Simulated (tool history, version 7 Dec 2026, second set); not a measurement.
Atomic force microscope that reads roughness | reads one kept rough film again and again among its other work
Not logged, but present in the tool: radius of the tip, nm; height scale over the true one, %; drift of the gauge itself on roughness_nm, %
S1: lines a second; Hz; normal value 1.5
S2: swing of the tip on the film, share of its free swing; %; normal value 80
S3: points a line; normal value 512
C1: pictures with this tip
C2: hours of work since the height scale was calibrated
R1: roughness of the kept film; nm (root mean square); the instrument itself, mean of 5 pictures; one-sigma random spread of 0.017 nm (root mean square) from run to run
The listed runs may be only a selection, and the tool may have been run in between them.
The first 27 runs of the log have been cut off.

At hour 813.4: new tip fitted.
Run 28, hour 830.9: usual settings but S1 0.96 Hz, S3 998; C1 41; C2 930. Result: R1 3.871 nm (root mean square).
At hour 854.4: new tip fitted.
Run 29, hour 860.6: usual settings but S1 2.76 Hz, S2 62 %; C1 15; C2 952. Result: R1 4.08 nm (root mean square).
Run 30, hour 889.7: usual settings but S1 0.89 Hz, S2 71 %; C1 85; C2 972. Result: R1 3.665 nm (root mean square).
At hour 892.9: new tip fitted.
Run 31, hour 925.7: usual settings but S1 0.6 Hz, S2 74 %, S3 328; C1 79; C2 998. Result: R1 3.677 nm (root mean square).
At hour 932.3: new tip fitted.
Run 32, hour 969.5: usual settings but S1 0.6 Hz, S2 74 %, S3 328; C1 89; C2 1029. Result: R1 3.626 nm (root mean square).
At hour 972: new tip fitted.
Run 33, hour 992.5: usual settings but S1 3.7 Hz, S2 71 %, S3 543; C1 49; C2 1045. Result: R1 3.459 nm (root mean square).
At hour 1010.6: new tip fitted.
Run 34, hour 1021.4: usual settings but S1 3.01 Hz, S2 73 %, S3 612; C1 26; C2 1066. Result: R1 3.711 nm (root mean square).
At hour 1026: height scale calibrated on a step standard.
At hour 1052.6: new tip fitted.
Run 35, hour 1052.7: usual settings but S1 3.01 Hz, S2 66 %, S3 325; C1 0; C2 19. Result: R1 4.106 nm (root mean square).
Run 36, hour 1076: usual settings but S1 3.01 Hz, S2 66 %, S3 376; C1 56; C2 36. Result: R1 3.695 nm (root mean square).
At hour 1091.9: new tip fitted.
Run 37, hour 1111.2: usual settings but S1 3.01 Hz, S2 66 %, S3 376; C1 46; C2 61. Result: R1 3.659 nm (root mean square).
At hour 1131.3: new tip fitted.
Run 38, hour 1149.6: usual settings but S1 3.01 Hz, S2 66 %, S3 376; C1 44; C2 88. Result: R1 3.747 nm (root mean square).
At hour 1171.6: new tip fitted.
Run 39, hour 1182.7: usual settings but S1 3.01 Hz, S2 66 %, S3 376; C1 26; C2 111. Result: R1 3.873 nm (root mean square).
At hour 1210.4: new tip fitted.
Run 40, hour 1210.4: usual settings but S1 3.01 Hz, S2 66 %, S3 376; C1 0; C2 131. Result: R1 4.123 nm (root mean square).

Run 41 has not been measured yet. What should we expect?
At hour 1228.8: height scale calibrated on a step standard, once more.
Run 41, hour 1241.3: usual settings but S1 3.01 Hz, S2 66 %, S3 376; C1 71; C2 9. Result: R1 ?.

R1: 3.405 nm (root mean square)
If the tool had no hidden condition, the same run with the same run-to-run variation would have returned R1 4.074 nm (root mean square).

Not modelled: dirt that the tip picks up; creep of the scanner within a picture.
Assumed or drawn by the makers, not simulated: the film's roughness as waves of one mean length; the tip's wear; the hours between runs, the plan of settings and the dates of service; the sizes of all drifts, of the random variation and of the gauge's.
